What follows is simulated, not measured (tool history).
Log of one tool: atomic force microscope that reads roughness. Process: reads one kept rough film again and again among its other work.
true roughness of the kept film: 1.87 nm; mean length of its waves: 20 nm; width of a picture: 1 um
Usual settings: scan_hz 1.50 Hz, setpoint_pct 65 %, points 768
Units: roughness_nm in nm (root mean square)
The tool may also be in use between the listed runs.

run 1 hour=0.0 | scan_hz=1.50 setpoint_pct=65 points=768 | roughness_nm=1.551
run 2 hour=29.6 | scan_hz=1.50 setpoint_pct=65 points=768 | roughness_nm=1.402
-- hour=34.3 new tip fitted
-- hour=73.6 new tip fitted
run 3 hour=73.9 | scan_hz=1.50 setpoint_pct=65 points=768 | roughness_nm=1.560
run 4 hour=103.5 | scan_hz=1.50 setpoint_pct=65 points=768 | roughness_nm=1.408
-- hour=111.2 new tip fitted
run 5 hour=136.2 | scan_hz=1.50 setpoint_pct=65 points=768 | roughness_nm=1.443
-- hour=149.3 new tip fitted
run 6 hour=180.4 | scan_hz=1.50 setpoint_pct=65 points=768 | roughness_nm=1.429
-- hour=188.8 new tip fitted
run 7 hour=211.7 | scan_hz=1.50 setpoint_pct=65 points=768 | roughness_nm=1.446
-- hour=226.5 new tip fitted
run 8 hour=240.3 | scan_hz=1.50 setpoint_pct=65 points=768 | roughness_nm=1.486
-- hour=267.0 new tip fitted
run 9 hour=288.4 | scan_hz=1.50 setpoint_pct=65 points=768 | roughness_nm=1.454
-- hour=305.9 new tip fitted
run 10 hour=318.1 | scan_hz=1.50 setpoint_pct=65 points=768 | roughness_nm=1.515
run 11 hour=340.6 | scan_hz=1.50 setpoint_pct=65 points=768 | roughness_nm=1.394
-- hour=345.4 new tip fitted
run 12 hour=360.5 | scan_hz=1.50 setpoint_pct=65 points=768 | roughness_nm=1.478
-- hour=385.4 new tip fitted
run 13 hour=405.3 | scan_hz=1.50 setpoint_pct=65 points=768 | roughness_nm=1.468
-- hour=424.0 new tip fitted
run 14 hour=435.4 | scan_hz=0.99 setpoint_pct=65 points=598 | roughness_nm=1.527
-- hour=464.2 new tip fitted
run 15 hour=477.0 | scan_hz=0.99 setpoint_pct=65 points=598 | roughness_nm=1.536
-- hour=503.0 new tip fitted
run 16 hour=523.7 | scan_hz=1.50 setpoint_pct=73 points=284 | roughness_nm=1.385
-- hour=540.7 new tip fitted
run 17 hour=563.9 | scan_hz=1.50 setpoint_pct=72 points=1023 | roughness_nm=1.433
-- hour=581.1 new tip fitted
run 18 hour=610.2 | scan_hz=1.50 setpoint_pct=72 points=1023 | roughness_nm=1.402
-- hour=619.8 new tip fitted
run 19 hour=648.1 | scan_hz=2.31 setpoint_pct=72 points=583 | roughness_nm=1.326
-- hour=658.4 new tip fitted
run 20 hour=687.9 | scan_hz=2.31 setpoint_pct=72 points=583 | roughness_nm=1.339
-- hour=697.7 new tip fitted
run 21 hour=727.4 | scan_hz=2.31 setpoint_pct=72 points=583 | roughness_nm=1.330
-- hour=736.9 new tip fitted
run 22 hour=754.4 | scan_hz=2.24 setpoint_pct=75 points=916 | roughness_nm=1.375
-- hour=775.9 new tip fitted
run 23 hour=800.3 | scan_hz=2.71 setpoint_pct=75 points=916 | roughness_nm=1.320
-- hour=815.2 new tip fitted
run 24 hour=843.9 | scan_hz=2.71 setpoint_pct=75 points=916 | roughness_nm=1.290
-- hour=854.2 new tip fitted
run 25 hour=882.3 | scan_hz=2.71 setpoint_pct=75 points=639 | roughness_nm=1.288
-- hour=893.6 new tip fitted
run 26 hour=920.2 | scan_hz=2.71 setpoint_pct=75 points=639 | roughness_nm=1.293

Forecast each of these 4 alternatives for the next run:
-- hour=931.6 new tip fitted
run A hour=967.6 | scan_hz=1.69 setpoint_pct=82 points=569 | roughness_nm=?
-- hour=931.6 new tip fitted
run B hour=967.6 | scan_hz=1.50 setpoint_pct=75 points=768 | roughness_nm=?
-- hour=931.6 new tip fitted
run C hour=967.6 | scan_hz=2.71 setpoint_pct=64 points=639 | roughness_nm=?
-- hour=931.6 new tip fitted
run D hour=967.6 | scan_hz=1.64 setpoint_pct=61 points=796 | roughness_nm=?

run=A roughness_nm=1.274
run=B roughness_nm=1.362
run=C roughness_nm=1.348
run=D roughness_nm=1.425
Without the tool's hidden state the same runs would have given:
run=A roughness_nm=1.424
run=B roughness_nm=1.521
run=C roughness_nm=1.507
run=D roughness_nm=1.593
